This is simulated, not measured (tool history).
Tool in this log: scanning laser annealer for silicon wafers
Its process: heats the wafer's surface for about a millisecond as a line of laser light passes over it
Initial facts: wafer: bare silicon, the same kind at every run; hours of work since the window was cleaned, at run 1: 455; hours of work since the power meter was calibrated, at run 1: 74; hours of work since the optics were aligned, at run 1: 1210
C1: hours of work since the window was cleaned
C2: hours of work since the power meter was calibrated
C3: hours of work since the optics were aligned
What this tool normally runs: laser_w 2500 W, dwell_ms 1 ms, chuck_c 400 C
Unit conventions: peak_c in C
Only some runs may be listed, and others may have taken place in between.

Run 1, hour 0: usual settings; C1 455; C2 74; C3 1210. Result: peak_c 1091 C.
Run 2, hour 15.2: usual settings but laser_w 2292 W; C1 467; C2 86; C3 1221. Result: peak_c 1033 C.
Run 3, hour 25.9: usual settings but chuck_c 417 C; C1 475; C2 94; C3 1230. Result: peak_c 1103 C.
Run 4, hour 41.3: usual settings but chuck_c 417 C; C1 487; C2 106; C3 1241. Result: peak_c 1104 C.
Run 5, hour 53.9: usual settings but chuck_c 417 C; C1 496; C2 116; C3 1251. Result: peak_c 1105 C.
Run 6, hour 68.9: usual settings but chuck_c 417 C; C1 508; C2 127; C3 1263. Result: peak_c 1104 C.
Run 7, hour 77.2: usual settings but laser_w 2744 W; C1 514; C2 134; C3 1269. Result: peak_c 1144 C.
Run 8, hour 85: usual settings but dwell_ms 0.95 ms; C1 520; C2 140; C3 1275. Result: peak_c 1068 C.
Run 9, hour 99.9: usual settings but dwell_ms 0.95 ms; C1 532; C2 151; C3 1287. Result: peak_c 1071 C.
At hour 103.5: window over the wafer cleaned.
Run 10, hour 119.6: usual settings but dwell_ms 0.95 ms; C1 12; C2 165; C3 1300. Result: peak_c 1082 C.
Run 11, hour 134.3: usual settings but dwell_ms 0.95 ms; C1 24; C2 176; C3 1312. Result: peak_c 1087 C.
Run 12, hour 146.3: usual settings but dwell_ms 0.95 ms; C1 33; C2 185; C3 1321. Result: peak_c 1085 C.
Run 13, hour 156.2: usual settings but dwell_ms 0.95 ms; C1 41; C2 193; C3 1328. Result: peak_c 1083 C.
Run 14, hour 167.6: usual settings; C1 49; C2 202; C3 1337. Result: peak_c 1101 C.
Run 15, hour 179.8: usual settings; C1 59; C2 211; C3 1347. Result: peak_c 1103 C.
Run 16, hour 193.7: usual settings but dwell_ms 1.13 ms; C1 69; C2 222; C3 1357. Result: peak_c 1144 C.
Run 17, hour 205.3: usual settings but dwell_ms 1.13 ms; C1 78; C2 231; C3 1366. Result: peak_c 1143 C.
At hour 211.8: optics aligned, line set to its width.
Run 18, hour 219.5: usual settings but dwell_ms 1.13 ms, chuck_c 366 C; C1 86; C2 238; C3 6. Result: peak_c 1107 C.
Run 19, hour 228.1: usual settings but dwell_ms 1.13 ms, chuck_c 406 C; C1 92; C2 244; C3 13. Result: peak_c 1147 C.
Run 20, hour 244.2: usual settings but dwell_ms 1.13 ms, chuck_c 406 C; C1 105; C2 257; C3 25. Result: peak_c 1145 C.
Run 21, hour 253.1: usual settings but laser_w 2393 W, dwell_ms 0.98 ms, chuck_c 397 C; C1 111; C2 264; C3 32. Result: peak_c 1062 C.
Run 22, hour 261.2: usual settings but laser_w 2393 W, dwell_ms 0.98 ms, chuck_c 397 C; C1 118; C2 270; C3 38. Result: peak_c 1062 C.
Run 23, hour 268.8: usual settings but dwell_ms 0.76 ms, chuck_c 414 C; C1 123; C2 276; C3 44. Result: peak_c 1026 C.
Run 24, hour 278.5: usual settings but dwell_ms 0.76 ms, chuck_c 414 C; C1 131; C2 283; C3 51. Result: peak_c 1028 C.
Run 25, hour 290: usual settings but dwell_ms 1.19 ms, chuck_c 393 C; C1 140; C2 292; C3 60. Result: peak_c 1148 C.
Run 26, hour 300.1: usual settings but laser_w 2648 W, dwell_ms 1.24 ms, chuck_c 393 C; C1 148; C2 300; C3 68. Result: peak_c 1204 C.
Run 27, hour 315: usual settings but dwell_ms 1.18 ms, chuck_c 414 C; C1 159; C2 311; C3 80. Result: peak_c 1168 C.
At hour 321.5: optics aligned, line set to its width, once more.
Run 28, hour 330.4: usual settings but laser_w 2266 W, dwell_ms 0.77 ms, chuck_c 397 C; C1 167; C2 319; C3 7. Result: peak_c 966 C.
Run 29, hour 339.8: usual settings but laser_w 2664 W, dwell_ms 0.79 ms; C1 174; C2 327; C3 14. Result: peak_c 1065 C.
Run 30, hour 350.5: usual settings but laser_w 2664 W, dwell_ms 0.8 ms; C1 182; C2 335; C3 22. Result: peak_c 1072 C.
Run 31, hour 364.2: usual settings but laser_w 2601 W, dwell_ms 1.06 ms; C1 193; C2 345; C3 33. Result: peak_c 1148 C.
Run 32, hour 374.8: usual settings but laser_w 2601 W, dwell_ms 1.06 ms; C1 201; C2 354; C3 41. Result: peak_c 1144 C.
Run 33, hour 386.5: usual settings but laser_w 2392 W, dwell_ms 0.73 ms, chuck_c 362 C; C1 210; C2 363; C3 50. Result: peak_c 947 C.
Run 34, hour 403.4: usual settings but laser_w 2552 W, dwell_ms 0.9 ms; C1 223; C2 376; C3 63. Result: peak_c 1081 C.
Run 35, hour 414.2: usual settings but laser_w 2552 W, dwell_ms 0.9 ms; C1 232; C2 384; C3 71. Result: peak_c 1076 C.
Run 36, hour 423.9: usual settings but laser_w 2284 W, dwell_ms 0.88 ms, chuck_c 401 C; C1 239; C2 391; C3 79. Result: peak_c 1005 C.
Run 37, hour 431: usual settings but laser_w 2385 W; C1 245; C2 397; C3 84. Result: peak_c 1067 C.
Run 38, hour 443.7: usual settings but laser_w 2346 W, chuck_c 424 C; C1 254; C2 407; C3 94. Result: peak_c 1080 C.
Run 39, hour 452.6: usual settings but laser_w 2346 W, chuck_c 424 C; C1 261; C2 414; C3 101. Result: peak_c 1081 C.
Run 40, hour 468.7: usual settings but laser_w 2346 W, chuck_c 424 C; C1 274; C2 426; C3 113. Result: peak_c 1084 C.

Alternative continuations, all from the tool just after run 40; predict every row:
Run A, hour 476.8: usual settings but laser_w 2408 W; C1 280; C2 432; C3 120. Result: peak_c ?.
Run B, hour 476.8: usual settings but laser_w 2488 W, chuck_c 374 C; C1 280; C2 432; C3 120. Result: peak_c ?.
Run C, hour 476.8: usual settings but laser_w 2254 W; C1 280; C2 432; C3 120. Result: peak_c ?.

run  peak_c
  A    1073
  B    1068
  C    1032
What these runs would have given with no unlogged condition in the tool:
run  peak_c
  A    1086
  B    1081
  C    1045

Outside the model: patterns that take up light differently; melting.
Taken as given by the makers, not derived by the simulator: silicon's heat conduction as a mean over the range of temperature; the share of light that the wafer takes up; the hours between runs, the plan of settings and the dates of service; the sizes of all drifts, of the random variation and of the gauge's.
